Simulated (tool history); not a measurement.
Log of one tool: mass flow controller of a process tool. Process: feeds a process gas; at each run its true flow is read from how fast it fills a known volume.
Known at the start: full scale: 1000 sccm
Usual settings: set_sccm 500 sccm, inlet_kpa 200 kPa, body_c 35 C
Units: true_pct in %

run,hour,set_sccm,inlet_kpa,body_c,true_pct
1,0,500,200,35,98.27
2,260,500,200,35,98.38
3,607.5,500,200,35,98.24
4,988,500,200,35,98.25
5,1180.3,500,200,35,98.38
6,1413.5,500,200,35,98.34
7,1769.4,500,200,35,98.39
8,2029.3,500,200,35,98.43
9,2294.9,500,200,35,98.36
10,2642.3,388,200,35,98.18
11,2884,500,200,35,98.22
12,3080,500,200,35,98.4
13,3280.9,500,200,35,98.41
14,3506.1,500,200,35,98.29
15,3786.1,126,180,21,99.46
16,4005.9,138,144,32,98.53
17,4403.1,138,144,32,98.47
18,4700.3,138,144,32,98.57
19,5140.4,507,200,38,98.05
20,5470.9,168,200,35,97.91
21,5699.4,500,224,39,97.81
22,5963.8,500,200,24,99.55
23,6241.2,906,200,29,99.55
24,6478.1,906,200,29,99.52
25,6822.3,370,200,36,98.25

Forecast each of these 4 alternatives for the next run:
A,7095.5,500,200,20,?
B,7095.5,212,182,35,?
C,7095.5,887,197,21,?
D,7095.5,530,200,36,?

run,true_pct
A,99.89
B,98.01
C,100.37
D,98.22
Without the tool's hidden state the same runs would have given:
run,true_pct
A,99.91
B,98.03
C,100.38
D,98.23
